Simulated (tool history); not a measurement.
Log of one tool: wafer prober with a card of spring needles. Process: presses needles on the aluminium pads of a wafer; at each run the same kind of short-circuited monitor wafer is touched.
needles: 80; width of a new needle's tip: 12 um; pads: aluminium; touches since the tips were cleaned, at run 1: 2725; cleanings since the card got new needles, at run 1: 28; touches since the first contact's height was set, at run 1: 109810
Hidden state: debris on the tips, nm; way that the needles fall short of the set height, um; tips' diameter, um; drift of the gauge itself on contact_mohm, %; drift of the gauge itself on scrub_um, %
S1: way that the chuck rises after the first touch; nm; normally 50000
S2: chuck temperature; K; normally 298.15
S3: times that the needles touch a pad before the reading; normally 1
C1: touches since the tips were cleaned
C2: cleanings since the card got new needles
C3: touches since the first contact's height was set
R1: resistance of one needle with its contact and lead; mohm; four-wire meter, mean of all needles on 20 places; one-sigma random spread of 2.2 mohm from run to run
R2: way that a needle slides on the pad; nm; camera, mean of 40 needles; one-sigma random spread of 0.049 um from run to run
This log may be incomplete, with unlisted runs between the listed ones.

run	hour	S1	S2	S3	C1	C2	C3	R1	R2
1	0.0	50000	298.15	1	2725	28	109810	247	10890
# hour 2.2: tips cleaned on abrasive film
# hour 12.6: tips cleaned on abrasive film
# hour 20.9: tips cleaned on abrasive film
# hour 31.4: tips cleaned on abrasive film
2	32.0	50000	298.15	1	260	32	121908	246	10880
# hour 40.4: tips cleaned on abrasive film
# hour 50.8: tips cleaned on abrasive film
# hour 61.0: tips cleaned on abrasive film
3	61.6	50000	298.15	1	212	35	133095	250	10850
# hour 69.9: tips cleaned on abrasive film
# hour 78.3: tips cleaned on abrasive film
# hour 88.3: tips cleaned on abrasive film
4	88.3	50000	298.15	1	0	38	143199	243	10840
# hour 96.7: tips cleaned on abrasive film
# hour 107.0: tips cleaned on abrasive film
# hour 117.4: tips cleaned on abrasive film
5	122.8	50000	298.15	1	2068	41	156275	247	10910
# hour 127.0: tips cleaned on abrasive film
# hour 137.5: tips cleaned on abrasive film
# hour 147.9: tips cleaned on abrasive film
# hour 158.3: tips cleaned on abrasive film
# hour 168.3: tips cleaned on abrasive film
6	168.3	30000	298.15	1	0	46	173494	257	6540
# hour 178.8: tips cleaned on abrasive film
# hour 188.9: tips cleaned on abrasive film
# hour 199.3: tips cleaned on abrasive film
7	205.0	48000	298.15	1	2171	49	187391	247	10460
# hour 209.2: tips cleaned on abrasive film
# hour 219.6: tips cleaned on abrasive film
# hour 228.0: tips cleaned on abrasive film
# hour 238.4: tips cleaned on abrasive film
8	241.2	43000	298.15	1	1067	53	201087	249	9400
# hour 247.5: tips cleaned on abrasive film
# hour 257.9: tips cleaned on abrasive film
# hour 268.1: tips cleaned on abrasive film
# hour 278.4: tips cleaned on abrasive film
9	283.0	50000	298.15	1	1760	57	216901	246	10970
# hour 285.1: height of the first contact set anew
# hour 287.3: tips cleaned on abrasive film
# hour 297.5: tips cleaned on abrasive film
# hour 307.9: tips cleaned on abrasive film
# hour 318.3: tips cleaned on abrasive film
10	325.6	50000	357.15	1	2799	61	15321	264	11050
# hour 327.7: tips cleaned on abrasive film
# hour 338.2: tips cleaned on abrasive film
# hour 348.4: tips cleaned on abrasive film
# hour 358.8: tips cleaned on abrasive film
# hour 369.2: tips cleaned on abrasive film
11	371.2	50000	357.15	1	762	66	32572	265	10970
# hour 379.3: tips cleaned on abrasive film
# hour 389.7: tips cleaned on abrasive film
12	391.7	50000	298.15	1	752	68	40317	247	10940
# hour 400.0: tips cleaned on abrasive film
# hour 410.3: tips cleaned on abrasive film
13	417.6	50000	298.15	1	2785	70	50173	249	10930
# hour 419.8: tips cleaned on abrasive film
# hour 430.0: tips cleaned on abrasive film
# hour 440.5: tips cleaned on abrasive film
# hour 450.0: tips cleaned on abrasive film
14	450.0	50000	298.15	1	0	74	62390	242	10960
# hour 458.3: tips cleaned on abrasive film
# hour 468.8: tips cleaned on abrasive film
15	471.0	32000	303.15	2	867	76	70362	255	7050
# hour 477.3: tips cleaned on abrasive film
# hour 487.7: tips cleaned on abrasive film
# hour 498.2: tips cleaned on abrasive film
# hour 508.6: tips cleaned on abrasive film
16	512.2	41000	340.15	3	1373	80	85943	262	9090
# hour 518.3: tips cleaned on abrasive film
# hour 528.6: tips cleaned on abrasive film
# hour 539.0: tips cleaned on abrasive film
# hour 549.3: tips cleaned on abrasive film
17	549.3	37000	306.15	1	0	84	99987	253	8180
# hour 559.7: tips cleaned on abrasive film
# hour 570.1: tips cleaned on abrasive film
# hour 580.6: tips cleaned on abrasive film
# hour 589.2: tips cleaned on abrasive film
18	589.2	56000	306.15	1	0	88	115097	250	12270
# hour 597.6: tips cleaned on abrasive film
# hour 607.9: tips cleaned on abrasive film
# hour 618.2: tips cleaned on abrasive film
# hour 628.1: tips cleaned on abrasive film
19	628.1	40000	380.15	3	0	92	129807	276	8920
# hour 638.3: tips cleaned on abrasive film
# hour 648.7: tips cleaned on abrasive film
# hour 657.3: tips cleaned on abrasive film
20	657.3	40000	299.15	2	0	95	140858	248	8900
# hour 667.7: tips cleaned on abrasive film
# hour 678.1: tips cleaned on abrasive film
# hour 688.3: tips cleaned on abrasive film
# hour 698.7: tips cleaned on abrasive film
21	703.6	40000	324.15	3	1871	99	158414	260	8850
# hour 707.8: tips cleaned on abrasive film
# hour 718.2: tips cleaned on abrasive film
# hour 728.7: tips cleaned on abrasive film
22	729.0	50000	298.15	2	149	102	168034	247	11050
# hour 737.2: tips cleaned on abrasive film
# hour 747.7: tips cleaned on abrasive film
# hour 758.1: tips cleaned on abrasive film
23	762.2	50000	380.15	1	1590	105	180609	270	11170
# hour 766.4: tips cleaned on abrasive film
# hour 776.8: tips cleaned on abrasive film
24	785.0	53000	298.15	2	3153	107	189242	248	11750
# hour 787.2: tips cleaned on abrasive film
# hour 797.6: tips cleaned on abrasive film
# hour 808.0: tips cleaned on abrasive film
# hour 818.3: tips cleaned on abrasive film
# hour 827.5: tips cleaned on abrasive film
25	827.5	53000	298.15	2	0	112	205280	246	11850
# hour 837.9: tips cleaned on abrasive film
# hour 848.3: tips cleaned on abrasive film
26	854.0	32000	370.15	2	2173	114	215343	274	7110
# hour 858.2: tips cleaned on abrasive film
# hour 858.5: height of the first contact set anew
# hour 864.7: gauge calibrated
# hour 868.8: tips cleaned on abrasive film
# hour 879.1: tips cleaned on abrasive film
# hour 889.5: tips cleaned on abrasive film
27	893.3	67000	298.15	1	1458	118	13207	242	14520

4 options for the next run, each taken on its own from the tool as it stands now. Forecast them:
# hour 899.6: tips cleaned on abrasive film
# hour 908.0: tips cleaned on abrasive film
# hour 918.4: tips cleaned on abrasive film
# hour 928.8: tips cleaned on abrasive film
A	934.9	67000	298.15	2	2324	122	28947	?	?
# hour 899.6: tips cleaned on abrasive film
# hour 908.0: tips cleaned on abrasive film
# hour 918.4: tips cleaned on abrasive film
# hour 928.8: tips cleaned on abrasive film
B	934.9	48000	311.15	1	2324	122	28947	?	?
# hour 899.6: tips cleaned on abrasive film
# hour 908.0: tips cleaned on abrasive film
# hour 918.4: tips cleaned on abrasive film
# hour 928.8: tips cleaned on abrasive film
C	934.9	44000	311.15	1	2324	122	28947	?	?
# hour 899.6: tips cleaned on abrasive film
# hour 908.0: tips cleaned on abrasive film
# hour 918.4: tips cleaned on abrasive film
# hour 928.8: tips cleaned on abrasive film
D	934.9	53000	376.15	1	2324	122	28947	?	?

run	R1	R2
A	244	14620
B	254	10470
C	256	9560
D	266	11580
Had the tool no hidden state, the same runs would have come out as:
run	R1	R2
A	244	14590
B	254	10440
C	255	9540
D	266	11550
